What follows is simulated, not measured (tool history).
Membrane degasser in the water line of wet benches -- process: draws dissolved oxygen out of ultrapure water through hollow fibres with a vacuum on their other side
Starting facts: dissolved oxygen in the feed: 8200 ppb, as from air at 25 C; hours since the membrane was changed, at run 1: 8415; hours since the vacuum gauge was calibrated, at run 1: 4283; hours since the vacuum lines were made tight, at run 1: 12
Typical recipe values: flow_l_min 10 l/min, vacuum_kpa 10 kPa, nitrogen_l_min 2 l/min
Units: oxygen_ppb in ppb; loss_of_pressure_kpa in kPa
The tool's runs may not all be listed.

run	hour	flow_l_min	vacuum_kpa	nitrogen_l_min	hours since the membrane was changed	hours since the vacuum gauge was calibrated	hours since the vacuum lines were made tight	oxygen_ppb	loss_of_pressure_kpa
1	0	10	10	2	8415	4283	12	192	69.12
2	207.9	10	10	2	8623	4491	220	196.2	69.27
3	418.5	10	10	2	8834	4702	431	199.5	69.05
4	631.6	10	10	2	9047	4915	644	192.4	69.19
5	793.5	10	10	2	9209	5076	806	193.8	69.39
6	890.5	10	10	2	9306	5174	903	199	69.15
7	999.4	10	10	2	9415	5282	1012	195.5	69.76
8	1218.7	10	10	2	9634	5502	1231	201.1	69.38
9	1325.6	9	10	2	9741	5609	1338	158.5	62.66
10	1545.8	9	10	2	9961	5829	1558	160.7	62.98
11	1751.2	10	8.4	0.85	10167	6034	1764	264	69.9
12	1935.3	13	8.7	3.52	10351	6218	1948	283.3	90.7
13	2033.5	6	6.5	3.89	10449	6316	2046	32.3	41.62
14	2262	7	6.5	3.77	10677	6545	2274	51.5	48.67
15	2491.9	7	6.5	3.77	10907	6775	2504	53.1	48.78
16	2617	14	8.7	3.84	11032	6900	2629	336.2	97.41
# hour 2770.3: vacuum gauge calibrated
17	2835.4	14	8.7	3.84	11250	65	2847	326.8	98.67
18	3050.3	7	10	2.79	11465	280	3062	80	49.03
19	3181.6	12	13.1	2.58	11596	411	3194	303.8	84.18
20	3329.9	12	13.1	2.58	11745	560	3342	299.9	84.2

Branching from run 20: 3 alternative next runs. What would each branch give?
A	3461.5	6	7.7	0.83	11876	691	3473	?	?
B	3461.5	13	10	4.35	11876	691	3473	?	?
C	3461.5	13	13.1	2.58	11876	691	3473	?	?

run	oxygen_ppb	loss_of_pressure_kpa
A	102.5	42.06
B	284.3	91.37
C	361.1	90.77
Stripped of hidden state, with their random variation kept, the same runs would have yielded:
run	oxygen_ppb	loss_of_pressure_kpa
A	95.1	40.15
B	247.5	87.25
C	322.8	86.66

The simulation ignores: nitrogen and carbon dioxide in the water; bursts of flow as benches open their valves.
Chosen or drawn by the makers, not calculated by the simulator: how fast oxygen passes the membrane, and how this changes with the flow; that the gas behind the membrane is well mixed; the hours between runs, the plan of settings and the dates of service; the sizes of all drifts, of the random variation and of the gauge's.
